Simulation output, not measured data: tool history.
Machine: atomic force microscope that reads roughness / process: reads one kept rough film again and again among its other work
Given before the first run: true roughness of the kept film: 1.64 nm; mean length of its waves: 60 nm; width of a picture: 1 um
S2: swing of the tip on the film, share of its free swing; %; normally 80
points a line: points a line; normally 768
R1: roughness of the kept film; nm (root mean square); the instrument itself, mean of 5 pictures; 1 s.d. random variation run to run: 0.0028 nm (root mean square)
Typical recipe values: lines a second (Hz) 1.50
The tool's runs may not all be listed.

run 1 hour=0.0 | lines_a_second_(Hz)=1.50 S2=80 points_a_line=768 | R1=1.478
run 2 hour=14.9 | lines_a_second_(Hz)=1.50 S2=80 points_a_line=768 | R1=1.464
run 3 hour=25.2 | lines_a_second_(Hz)=1.50 S2=80 points_a_line=768 | R1=1.457
run 4 hour=34.5 | lines_a_second_(Hz)=1.39 S2=80 points_a_line=768 | R1=1.469
run 5 hour=49.7 | lines_a_second_(Hz)=1.39 S2=80 points_a_line=768 | R1=1.458
run 6 hour=57.9 | lines_a_second_(Hz)=1.39 S2=80 points_a_line=768 | R1=1.455
run 7 hour=70.5 | lines_a_second_(Hz)=1.39 S2=80 points_a_line=768 | R1=1.452
run 8 hour=89.4 | lines_a_second_(Hz)=2.67 S2=80 points_a_line=768 | R1=1.334
-- hour=102.5 new tip fitted
run 9 hour=109.0 | lines_a_second_(Hz)=2.64 S2=80 points_a_line=768 | R1=1.377
run 10 hour=120.7 | lines_a_second_(Hz)=1.50 S2=80 points_a_line=712 | R1=1.467
run 11 hour=131.9 | lines_a_second_(Hz)=1.50 S2=73 points_a_line=768 | R1=1.503
run 12 hour=145.7 | lines_a_second_(Hz)=1.50 S2=73 points_a_line=768 | R1=1.503
run 13 hour=153.8 | lines_a_second_(Hz)=1.50 S2=73 points_a_line=768 | R1=1.496
run 14 hour=165.5 | lines_a_second_(Hz)=1.50 S2=73 points_a_line=768 | R1=1.488
run 15 hour=181.1 | lines_a_second_(Hz)=1.50 S2=80 points_a_line=768 | R1=1.440
run 16 hour=194.2 | lines_a_second_(Hz)=1.50 S2=80 points_a_line=768 | R1=1.436
-- hour=206.9 new tip fitted
run 17 hour=213.8 | lines_a_second_(Hz)=1.50 S2=80 points_a_line=768 | R1=1.466
run 18 hour=224.1 | lines_a_second_(Hz)=1.50 S2=80 points_a_line=768 | R1=1.465
run 19 hour=243.7 | lines_a_second_(Hz)=1.50 S2=80 points_a_line=768 | R1=1.455
run 20 hour=261.5 | lines_a_second_(Hz)=1.50 S2=80 points_a_line=768 | R1=1.453
run 21 hour=278.2 | lines_a_second_(Hz)=1.50 S2=80 points_a_line=768 | R1=1.444
run 22 hour=295.7 | lines_a_second_(Hz)=1.50 S2=80 points_a_line=768 | R1=1.431
run 23 hour=307.5 | lines_a_second_(Hz)=1.50 S2=80 points_a_line=768 | R1=1.432
-- hour=310.9 new tip fitted
run 24 hour=322.6 | lines_a_second_(Hz)=1.50 S2=80 points_a_line=768 | R1=1.467
run 25 hour=332.4 | lines_a_second_(Hz)=0.64 S2=80 points_a_line=768 | R1=1.547
run 26 hour=347.0 | lines_a_second_(Hz)=0.64 S2=80 points_a_line=768 | R1=1.538
run 27 hour=357.1 | lines_a_second_(Hz)=0.64 S2=80 points_a_line=456 | R1=1.533
run 28 hour=365.3 | lines_a_second_(Hz)=2.79 S2=73 points_a_line=768 | R1=1.410

The next listed run, before its measurement:
run 29 hour=382.6 | lines_a_second_(Hz)=2.79 S2=73 points_a_line=768 | R1=?

Run 29 yielded R1 1.402 nm (root mean square).
Without the tool's hidden state the same run would have given R1 1.434 nm (root mean square).

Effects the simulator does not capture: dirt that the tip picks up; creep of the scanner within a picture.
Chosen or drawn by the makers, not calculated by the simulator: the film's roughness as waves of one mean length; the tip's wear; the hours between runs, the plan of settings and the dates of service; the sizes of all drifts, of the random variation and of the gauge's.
